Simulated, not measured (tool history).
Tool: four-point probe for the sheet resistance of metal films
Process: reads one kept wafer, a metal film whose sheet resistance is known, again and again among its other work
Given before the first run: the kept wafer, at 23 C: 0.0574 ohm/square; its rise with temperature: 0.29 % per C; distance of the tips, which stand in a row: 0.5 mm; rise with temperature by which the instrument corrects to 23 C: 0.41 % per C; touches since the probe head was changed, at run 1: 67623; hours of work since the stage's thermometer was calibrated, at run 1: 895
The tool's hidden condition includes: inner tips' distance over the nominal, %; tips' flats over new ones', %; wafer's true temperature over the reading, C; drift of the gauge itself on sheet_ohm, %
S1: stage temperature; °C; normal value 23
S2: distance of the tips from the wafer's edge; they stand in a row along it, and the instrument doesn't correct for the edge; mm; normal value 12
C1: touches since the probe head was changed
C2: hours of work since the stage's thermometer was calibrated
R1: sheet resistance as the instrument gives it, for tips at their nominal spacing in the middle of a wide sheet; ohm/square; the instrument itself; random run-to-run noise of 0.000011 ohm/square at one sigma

Run 1, hour 0.0: usual settings; C1 67623; C2 895. Result: R1 0.056942 ohm/square.
Run 2, hour 46.1: usual settings but S1 29 °C; C1 68971; C2 919. Result: R1 0.056503 ohm/square.
Run 3, hour 76.3: usual settings but S2 3 mm; C1 69852; C2 935. Result: R1 0.057696 ohm/square.
Run 4, hour 99.1: usual settings but S1 20 °C; C1 70519; C2 948. Result: R1 0.057130 ohm/square.
Run 5, hour 130.3: usual settings but S1 20 °C; C1 71430; C2 964. Result: R1 0.057111 ohm/square.
Run 6, hour 173.7: usual settings but S1 20 °C; C1 72699; C2 987. Result: R1 0.057114 ohm/square.
At hour 178.7: new probe head fitted.
Run 7, hour 202.5: usual settings but S1 20 °C; C1 695; C2 1002. Result: R1 0.057726 ohm/square.
Run 8, hour 236.3: usual settings but S1 20 °C; C1 1684; C2 1020. Result: R1 0.057719 ohm/square.
Run 9, hour 266.2: usual settings but S1 20 °C; C1 2557; C2 1036. Result: R1 0.057722 ohm/square.
Run 10, hour 289.4: usual settings but S1 20 °C; C1 3235; C2 1048. Result: R1 0.057702 ohm/square.
Run 11, hour 316.4: usual settings but S1 20 °C; C1 4024; C2 1063. Result: R1 0.057702 ohm/square.
Run 12, hour 359.4: usual settings but S1 20 °C; C1 5280; C2 1086. Result: R1 0.057708 ohm/square.
Run 13, hour 403.4: usual settings but S1 27 °C; C1 6568; C2 1109. Result: R1 0.057161 ohm/square.
Run 14, hour 442.2: usual settings but S2 16 mm; C1 7702; C2 1130. Result: R1 0.057427 ohm/square.
Run 15, hour 462.2: usual settings but S2 16 mm; C1 8285; C2 1141. Result: R1 0.057413 ohm/square.
Run 16, hour 506.4: usual settings but S1 21 °C, S2 72 mm; C1 9577; C2 1164. Result: R1 0.057535 ohm/square.
Run 17, hour 529.7: usual settings but S1 21 °C, S2 72 mm; C1 10258; C2 1177. Result: R1 0.057505 ohm/square.
Run 18, hour 576.0: usual settings but S1 33 °C, S2 4 mm; C1 11612; C2 1201. Result: R1 0.057146 ohm/square.

What if the next run were any one of these 4? Each begins from the tool's condition after run 18:
Run A, hour 617.6: usual settings but S1 20 °C, S2 4 mm; C1 12828; C2 1223. Result: R1 ?.
Run B, hour 617.6: usual settings but S1 28 °C, S2 7 mm; C1 12828; C2 1223. Result: R1 ?.
Run C, hour 617.6: usual settings but S1 18 °C, S2 22 mm; C1 12828; C2 1223. Result: R1 ?.
Run D, hour 617.6: usual settings but S1 30 °C, S2 4 mm; C1 12828; C2 1223. Result: R1 ?.

run        R1
  A  0.058036
  B  0.057162
  C  0.057745
  D  0.057333
Stripped of hidden state, with their random variation kept, the same runs would have yielded:
run        R1
  A  0.058087
  B  0.057211
  C  0.057797
  D  0.057382
